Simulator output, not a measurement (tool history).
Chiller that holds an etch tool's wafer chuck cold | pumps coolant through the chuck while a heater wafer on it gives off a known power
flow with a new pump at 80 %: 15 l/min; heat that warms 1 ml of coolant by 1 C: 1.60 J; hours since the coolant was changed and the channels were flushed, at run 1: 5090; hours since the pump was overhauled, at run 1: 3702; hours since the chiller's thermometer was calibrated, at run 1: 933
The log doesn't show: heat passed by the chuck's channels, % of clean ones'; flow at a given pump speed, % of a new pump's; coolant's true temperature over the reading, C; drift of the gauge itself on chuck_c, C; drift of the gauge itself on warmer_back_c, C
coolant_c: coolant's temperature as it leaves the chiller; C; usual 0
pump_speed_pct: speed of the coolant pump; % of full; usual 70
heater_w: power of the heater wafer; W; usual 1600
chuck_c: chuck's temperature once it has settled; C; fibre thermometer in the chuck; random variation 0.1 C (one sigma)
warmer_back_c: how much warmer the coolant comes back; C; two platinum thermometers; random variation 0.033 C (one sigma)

run,hour,coolant_c,pump_speed_pct,heater_w,hours since the coolant was changed and the channels were flushed,hours since the pump was overhauled,hours since the chiller's thermometer was calibrated,chuck_c,warmer_back_c
1,0.0,0,70,1600,5090,3702,933,23.7,5.12
2,57.0,0,70,1600,5147,3759,990,23.5,5.06
3,102.3,8,70,1600,5192,3804,1035,31.5,5.05
4,185.4,8,70,1600,5275,3887,1118,31.7,5.06
5,251.7,0,70,1600,5341,3953,1184,23.8,5.08
6,340.5,5,70,1600,5430,4042,1273,29.0,5.15
7,435.1,5,70,1600,5525,4137,1368,29.0,5.18
8,526.3,5,70,1600,5616,4228,1459,28.9,5.09
# hour 534.4: chiller's thermometer calibrated
9,612.5,5,70,1600,5701,4313,78,29.1,5.10

Run 10 comes next. What will it give?
10,668.7,10,71,1600,5757,4369,134,?,?

chuck_c: 34.0 C
warmer_back_c: 5.05 C
Without the tool's hidden state the same run would have given chuck_c 28.2 C, warmer_back_c 4.48 C.

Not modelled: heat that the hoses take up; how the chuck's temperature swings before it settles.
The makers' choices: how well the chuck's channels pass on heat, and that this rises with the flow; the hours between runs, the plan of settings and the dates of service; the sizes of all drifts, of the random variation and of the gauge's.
